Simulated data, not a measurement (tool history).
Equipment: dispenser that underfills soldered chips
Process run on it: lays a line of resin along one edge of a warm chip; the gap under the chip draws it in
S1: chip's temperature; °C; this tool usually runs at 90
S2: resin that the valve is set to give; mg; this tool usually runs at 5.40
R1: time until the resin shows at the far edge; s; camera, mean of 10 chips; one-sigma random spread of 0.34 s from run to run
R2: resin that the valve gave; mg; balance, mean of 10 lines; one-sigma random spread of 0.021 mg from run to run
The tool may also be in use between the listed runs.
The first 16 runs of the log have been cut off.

{"run": 17, "hour": 65.6, "S1": 78, "S2": 5.4, "R1": 39.7, "R2": 5.34}
{"hour": 68.7, "done": "new syringe of resin"}
{"run": 18, "hour": 70.3, "S1": 78, "S2": 5.4, "R1": 24.2, "R2": 5.4}
{"run": 19, "hour": 73.8, "S1": 102, "S2": 5.28, "R1": 15.1, "R2": 5.21}
{"run": 20, "hour": 76.5, "S1": 91, "S2": 5.68, "R1": 23.7, "R2": 5.6}
{"run": 21, "hour": 82.0, "S1": 90, "S2": 6.89, "R1": 30.4, "R2": 6.79}
{"hour": 82.6, "done": "new syringe of resin"}
{"run": 22, "hour": 86.8, "S1": 94, "S2": 6.91, "R1": 16.9, "R2": 6.83}
{"run": 23, "hour": 91.8, "S1": 94, "S2": 6.91, "R1": 22.2, "R2": 6.8}
{"run": 24, "hour": 95.6, "S1": 94, "S2": 6.91, "R1": 28.2, "R2": 6.77}
{"hour": 96.5, "done": "new syringe of resin"}
{"run": 25, "hour": 99.4, "S1": 103, "S2": 5.31, "R1": 12.8, "R2": 5.18}
{"run": 26, "hour": 101.8, "S1": 99, "S2": 5.31, "R1": 16.7, "R2": 5.22}
{"run": 27, "hour": 107.2, "S1": 102, "S2": 4.99, "R1": 20.2, "R2": 4.9}
{"hour": 110.4, "done": "new syringe of resin"}
{"run": 28, "hour": 111.1, "S1": 77, "S2": 5.61, "R1": 23.6, "R2": 5.5}
{"hour": 117.1, "done": "dispensing valve cleaned and set on the balance"}
{"run": 29, "hour": 117.9, "S1": 77, "S2": 5.61, "R1": 31.3, "R2": 5.6}
{"run": 30, "hour": 123.5, "S1": 77, "S2": 5.61, "R1": 41.9, "R2": 5.6}
{"hour": 125.3, "done": "new syringe of resin"}
{"run": 31, "hour": 126.1, "S1": 88, "S2": 6.09, "R1": 17.7, "R2": 6.11}
{"run": 32, "hour": 129.0, "S1": 88, "S2": 6.09, "R1": 19.6, "R2": 6.13}
{"run": 33, "hour": 133.6, "S1": 99, "S2": 4.86, "R1": 19.3, "R2": 4.84}
{"run": 34, "hour": 138.1, "S1": 99, "S2": 4.86, "R1": 24.2, "R2": 4.84}
{"hour": 139.4, "done": "new syringe of resin"}
{"run": 35, "hour": 143.3, "S1": 99, "S2": 4.86, "R1": 15.4, "R2": 4.81}
{"run": 36, "hour": 148.3, "S1": 99, "S2": 4.86, "R1": 20.1, "R2": 4.8}

Alternative continuations, all from the tool just after run 36; predict every row:
{"run": "A", "hour": 152.8, "S1": 92, "S2": 5.8, "R1": "?", "R2": "?"}
{"run": "B", "hour": 152.8, "S1": 87, "S2": 4.97, "R1": "?", "R2": "?"}
{"run": "C", "hour": 152.8, "S1": 81, "S2": 6.55, "R1": "?", "R2": "?"}
{"run": "D", "hour": 152.8, "S1": 95, "S2": 5.52, "R1": "?", "R2": "?"}

run=A R1=29.5 R2=5.74
run=B R1=35.4 R2=4.92
run=C R1=40.0 R2=6.47
run=D R1=27.7 R2=5.46
Take away the tool's hidden state, keep each run's random variation, and the runs would have read:
run=A R1=14.8 R2=5.79
run=B R1=17.3 R2=4.96
run=C R1=19.5 R2=6.52
run=D R1=13.8 R2=5.51
